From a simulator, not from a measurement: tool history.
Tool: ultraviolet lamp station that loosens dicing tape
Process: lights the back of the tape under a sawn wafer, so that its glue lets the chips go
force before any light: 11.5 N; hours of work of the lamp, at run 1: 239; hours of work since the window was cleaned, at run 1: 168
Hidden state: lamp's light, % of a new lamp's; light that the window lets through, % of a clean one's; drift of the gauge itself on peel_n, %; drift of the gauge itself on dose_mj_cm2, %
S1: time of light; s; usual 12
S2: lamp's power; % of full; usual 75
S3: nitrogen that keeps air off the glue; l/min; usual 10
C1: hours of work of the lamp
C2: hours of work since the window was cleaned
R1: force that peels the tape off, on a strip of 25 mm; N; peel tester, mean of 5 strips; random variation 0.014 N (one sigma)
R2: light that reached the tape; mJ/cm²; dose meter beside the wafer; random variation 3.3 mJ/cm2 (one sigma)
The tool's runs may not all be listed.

run 1 hour=0 | S1=12 S2=75 S3=10 | C1=239 C2=168 | R1=0.875 R2=458
run 2 hour=7.6 | S1=12 S2=75 S3=4 | C1=242 C2=171 | R1=1.524 R2=453
run 3 hour=15.7 | S1=12 S2=75 S3=4 | C1=245 C2=174 | R1=1.494 R2=452
run 4 hour=26.4 | S1=12 S2=75 S3=11 | C1=249 C2=178 | R1=0.867 R2=457
run 5 hour=36.6 | S1=15 S2=75 S3=10 | C1=253 C2=182 | R1=0.541 R2=572
run 6 hour=44.3 | S1=12 S2=75 S3=3 | C1=257 C2=186 | R1=1.703 R2=458
run 7 hour=51.2 | S1=12 S2=75 S3=3 | C1=259 C2=188 | R1=1.769 R2=455
run 8 hour=59.3 | S1=12 S2=75 S3=3 | C1=263 C2=192 | R1=1.764 R2=449
run 9 hour=65.9 | S1=12 S2=75 S3=3 | C1=265 C2=194 | R1=1.786 R2=454
run 10 hour=76.2 | S1=12 S2=86 S3=10 | C1=269 C2=198 | R1=0.649 R2=518
run 11 hour=87.2 | S1=12 S2=86 S3=10 | C1=274 C2=203 | R1=0.664 R2=514
run 12 hour=96.4 | S1=12 S2=86 S3=10 | C1=278 C2=207 | R1=0.679 R2=512
run 13 hour=103.7 | S1=12 S2=75 S3=10 | C1=281 C2=210 | R1=0.902 R2=445
run 14 hour=111.4 | S1=12 S2=75 S3=10 | C1=284 C2=213 | R1=0.917 R2=443
run 15 hour=120.2 | S1=12 S2=75 S3=10 | C1=287 C2=216 | R1=0.916 R2=449
run 16 hour=130.9 | S1=12 S2=75 S3=10 | C1=292 C2=221 | R1=0.931 R2=447
run 17 hour=137 | S1=12 S2=75 S3=10 | C1=294 C2=223 | R1=0.946 R2=446
run 18 hour=146.8 | S1=12 S2=75 S3=10 | C1=298 C2=227 | R1=0.938 R2=439
run 19 hour=154.6 | S1=12 S2=75 S3=3 | C1=301 C2=230 | R1=1.855 R2=442
run 20 hour=168.1 | S1=12 S2=70 S3=10 | C1=307 C2=236 | R1=1.117 R2=409
run 21 hour=181.7 | S1=12 S2=70 S3=10 | C1=312 C2=241 | R1=1.085 R2=418
run 22 hour=194.7 | S1=12 S2=70 S3=10 | C1=317 C2=246 | R1=1.126 R2=411
run 23 hour=207 | S1=11 S2=70 S3=10 | C1=322 C2=251 | R1=1.343 R2=376
run 24 hour=216.6 | S1=11 S2=70 S3=10 | C1=326 C2=255 | R1=1.357 R2=373
run 25 hour=225.2 | S1=20 S2=75 S3=8 | C1=330 C2=259 | R1=0.344 R2=728
run 26 hour=236.5 | S1=17 S2=71 S3=6 | C1=334 C2=263 | R1=0.673 R2=577
run 27 hour=243.1 | S1=8 S2=61 S3=11 | C1=337 C2=266 | R1=2.838 R2=234
run 28 hour=255 | S1=6 S2=61 S3=13 | C1=342 C2=271 | R1=3.963 R2=177
run 29 hour=262 | S1=8 S2=78 S3=13 | C1=345 C2=273 | R1=1.79 R2=303
run 30 hour=274.9 | S1=9 S2=78 S3=4 | C1=350 C2=279 | R1=2.527 R2=336
run 31 hour=283.2 | S1=12 S2=75 S3=4 | C1=353 C2=282 | R1=1.662 R2=424
run 32 hour=297.8 | S1=12 S2=75 S3=4 | C1=359 C2=288 | R1=1.675 R2=421
run 33 hour=312.4 | S1=12 S2=63 S3=5 | C1=365 C2=294 | R1=2.095 R2=356
run 34 hour=327.2 | S1=7 S2=72 S3=10 | C1=371 C2=300 | R1=2.955 R2=237
run 35 hour=341.7 | S1=12 S2=72 S3=8 | C1=377 C2=306 | R1=1.263 R2=407
run 36 hour=354.2 | S1=12 S2=75 S3=10 | C1=382 C2=311 | R1=1.021 R2=421
run 37 hour=365.3 | S1=12 S2=61 S3=10 | C1=386 C2=315 | R1=1.625 R2=343

5 ways to go on from here, each from the tool as it stands after run 37. What would each give?
run A hour=373.1 | S1=12 S2=86 S3=7 | C1=389 C2=318 | R1=? R2=?
run B hour=373.1 | S1=12 S2=84 S3=10 | C1=389 C2=318 | R1=? R2=?
run C hour=373.1 | S1=10 S2=61 S3=9 | C1=389 C2=318 | R1=? R2=?
run D hour=373.1 | S1=12 S2=61 S3=7 | C1=389 C2=318 | R1=? R2=?
run E hour=373.1 | S1=14 S2=100 S3=10 | C1=389 C2=318 | R1=? R2=?

run=A R1=0.985 R2=485
run=B R1=0.828 R2=472
run=C R1=2.279 R2=284
run=D R1=1.928 R2=344
run=E R1=0.39 R2=649
Without the tool's hidden state the same runs would have given:
run=A R1=0.623 R2=593
run=B R1=0.52 R2=577
run=C R1=1.621 R2=347
run=D R1=1.327 R2=421
run=E R1=0.264 R2=794
